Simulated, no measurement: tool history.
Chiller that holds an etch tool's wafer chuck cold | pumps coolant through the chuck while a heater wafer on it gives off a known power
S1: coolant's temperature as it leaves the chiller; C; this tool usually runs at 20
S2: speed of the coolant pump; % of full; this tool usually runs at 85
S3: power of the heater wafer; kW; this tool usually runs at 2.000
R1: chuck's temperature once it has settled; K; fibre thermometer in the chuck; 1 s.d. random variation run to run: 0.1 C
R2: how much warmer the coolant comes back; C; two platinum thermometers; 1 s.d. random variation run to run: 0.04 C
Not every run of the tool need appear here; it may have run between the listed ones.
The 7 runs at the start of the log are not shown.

run 8 hour=781.4 | S1=20 S2=85 S3=2.000 | R1=312.25 R2=8.64
run 9 hour=850.9 | S1=20 S2=85 S3=2.000 | R1=312.35 R2=8.71
run 10 hour=936.2 | S1=20 S2=85 S3=2.000 | R1=312.25 R2=8.71
run 11 hour=996.4 | S1=20 S2=85 S3=2.000 | R1=312.15 R2=8.68
run 12 hour=1068.3 | S1=20 S2=85 S3=2.000 | R1=312.35 R2=8.66
run 13 hour=1187.8 | S1=20 S2=85 S3=2.000 | R1=312.35 R2=8.71
run 14 hour=1333.3 | S1=20 S2=85 S3=2.000 | R1=312.25 R2=8.68
run 15 hour=1415.8 | S1=20 S2=85 S3=2.000 | R1=312.25 R2=8.72
run 16 hour=1543.9 | S1=20 S2=85 S3=2.000 | R1=312.45 R2=8.71
run 17 hour=1684.8 | S1=20 S2=85 S3=2.000 | R1=312.25 R2=8.67
run 18 hour=1771.4 | S1=22 S2=65 S3=2.128 | R1=319.85 R2=12.15
run 19 hour=1887.0 | S1=22 S2=65 S3=2.128 | R1=319.95 R2=12.14
-- hour=2009.3 coolant changed, channels flushed
run 20 hour=2022.5 | S1=17 S2=85 S3=1.829 | R1=307.75 R2=7.92
run 21 hour=2130.4 | S1=14 S2=93 S3=1.301 | R1=298.75 R2=5.17
run 22 hour=2260.1 | S1=22 S2=85 S3=1.190 | R1=306.65 R2=5.16
run 23 hour=2320.7 | S1=15 S2=65 S3=1.797 | R1=309.05 R2=10.30
run 24 hour=2445.6 | S1=15 S2=62 S3=1.057 | R1=300.95 R2=6.38
-- hour=2476.5 chiller's thermometer calibrated
run 25 hour=2565.4 | S1=19 S2=99 S3=1.021 | R1=300.85 R2=3.81
run 26 hour=2687.2 | S1=22 S2=86 S3=2.949 | R1=323.25 R2=12.74
run 27 hour=2759.0 | S1=30 S2=85 S3=1.433 | R1=316.85 R2=6.21
run 28 hour=2894.6 | S1=14 S2=85 S3=1.433 | R1=300.75 R2=6.23
run 29 hour=3012.1 | S1=14 S2=85 S3=1.433 | R1=300.85 R2=6.26
run 30 hour=3096.7 | S1=10 S2=65 S3=2.000 | R1=306.55 R2=11.46
run 31 hour=3188.0 | S1=10 S2=65 S3=2.000 | R1=306.35 R2=11.48
run 32 hour=3303.8 | S1=16 S2=61 S3=2.848 | R1=323.85 R2=17.39

Branching from run 32: 3 alternative next runs. What would each branch give?
run A hour=3416.4 | S1=28 S2=85 S3=2.981 | R1=? R2=?
run B hour=3416.4 | S1=12 S2=73 S3=2.391 | R1=? R2=?
run C hour=3416.4 | S1=12 S2=87 S3=2.000 | R1=? R2=?

run=A R1=329.55 R2=12.98
run=B R1=310.75 R2=12.13
run=C R1=303.95 R2=8.56
Without the tool's hidden state the same runs would have given:
run=A R1=329.55 R2=12.97
run=B R1=310.65 R2=12.13
run=C R1=303.95 R2=8.55
